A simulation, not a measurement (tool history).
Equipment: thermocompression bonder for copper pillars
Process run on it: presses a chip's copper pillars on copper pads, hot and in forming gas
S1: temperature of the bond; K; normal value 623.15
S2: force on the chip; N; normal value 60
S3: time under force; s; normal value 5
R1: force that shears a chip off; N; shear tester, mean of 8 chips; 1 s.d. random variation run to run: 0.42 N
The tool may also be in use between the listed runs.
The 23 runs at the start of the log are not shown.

Run 24, hour 546.4: usual settings but S1 599.15 K, S2 55 N. Result: R1 33.4 N.
Run 25, hour 571.7: usual settings but S1 596.15 K, S2 67 N, S3 3 s. Result: R1 29.7 N.
At hour 594.5: force cell calibrated, once more.
Run 26, hour 597.0: usual settings but S1 595.15 K, S2 61 N, S3 4 s. Result: R1 31.5 N.
Run 27, hour 623.5: usual settings but S1 595.15 K, S2 61 N, S3 4 s. Result: R1 31.4 N.
Run 28, hour 655.2: usual settings but S1 595.15 K, S2 61 N, S3 4 s. Result: R1 31.4 N.
Run 29, hour 671.5: usual settings but S1 595.15 K, S2 61 N, S3 4 s. Result: R1 30.8 N.
Run 30, hour 702.1: usual settings but S1 595.15 K, S2 61 N, S3 4 s. Result: R1 30.5 N.
Run 31, hour 723.9: usual settings but S1 618.15 K, S2 52 N, S3 4 s. Result: R1 37.1 N.
Run 32, hour 737.3: usual settings but S1 618.15 K, S2 52 N, S3 4 s. Result: R1 37.0 N.
Run 33, hour 755.6: usual settings but S1 618.15 K, S2 52 N, S3 4 s. Result: R1 37.7 N.
At hour 761.5: forming gas filter changed.
Run 34, hour 785.5: usual settings but S1 614.15 K, S3 8 s. Result: R1 52.1 N.
Run 35, hour 805.3: usual settings but S1 637.15 K. Result: R1 54.7 N.
Run 36, hour 835.7: usual settings but S2 66 N, S3 3 s. Result: R1 43.5 N.
Run 37, hour 860.4: usual settings but S1 641.15 K, S2 82 N, S3 10 s. Result: R1 73.4 N.
Run 38, hour 884.2: usual settings but S2 61 N. Result: R1 49.5 N.
Run 39, hour 900.4: usual settings but S1 596.15 K, S3 13 s. Result: R1 49.3 N.
Run 40, hour 922.8: usual settings but S1 596.15 K, S3 13 s. Result: R1 48.2 N.

Alternative continuations, all from the tool just after run 40; predict every row:
Run A, hour 955.5: usual settings but S1 616.15 K, S2 36 N, S3 3 s. Result: R1 ?.
Run B, hour 955.5: usual settings but S1 614.15 K, S3 6 s. Result: R1 ?.
Run C, hour 955.5: usual settings but S2 62 N, S3 4 s. Result: R1 ?.

run    R1
  A  25.0
  B  45.4
  C  45.0
With the hidden condition removed and each run's random variation left untouched, the same runs would have given:
run    R1
  A  24.5
  B  45.1
  C  44.7
